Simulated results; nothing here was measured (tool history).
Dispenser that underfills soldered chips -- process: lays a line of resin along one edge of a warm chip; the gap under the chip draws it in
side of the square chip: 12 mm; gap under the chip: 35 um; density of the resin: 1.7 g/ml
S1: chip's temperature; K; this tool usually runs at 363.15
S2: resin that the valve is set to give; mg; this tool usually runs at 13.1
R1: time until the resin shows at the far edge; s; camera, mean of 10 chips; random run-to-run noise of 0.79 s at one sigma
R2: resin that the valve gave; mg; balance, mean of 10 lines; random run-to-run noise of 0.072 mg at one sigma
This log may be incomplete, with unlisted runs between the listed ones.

run	hour	S1	S2	R1	R2
1	0	363.15	13.1	74.4	13
2	6.5	375.15	13.1	63.4	12.88
# hour 13.4: new syringe of resin
3	18.8	368.15	13.1	69.8	12.96
# hour 28.7: new syringe of resin
4	32.1	368.15	13.1	64.8	12.73
5	41.3	368.15	13.1	92.3	12.57
# hour 44.6: new syringe of resin
6	52.7	368.15	13.1	76.1	12.65
# hour 59.9: new syringe of resin
7	63.2	363.15	12.9	77.2	12.33
8	69.8	362.15	11.3	104.4	10.8
# hour 76.2: new syringe of resin
9	82.3	363.15	16.1	84.2	15.32
# hour 92.1: new syringe of resin
10	92.9	372.15	15.3	50.8	14.49
11	105	372.15	15.3	77.5	14.32

Here are 4 independent what-if runs from the current tool condition. What would each one return?
# hour 107.9: new syringe of resin
A	116.7	372.15	12.6	?	?
# hour 107.9: new syringe of resin
B	116.7	373.15	12.5	?	?
# hour 107.9: new syringe of resin
C	116.7	358.15	12.4	?	?
# hour 107.9: new syringe of resin
D	116.7	377.15	16.3	?	?

run	R1	R2
A	71.1	11.66
B	68.9	11.69
C	112.3	11.61
D	57.6	15.45
Stripped of hidden state, with their random variation kept, the same runs would have yielded:
run	R1	R2
A	55.7	12.5
B	54.1	12.53
C	88.7	12.44
D	45.6	16.55
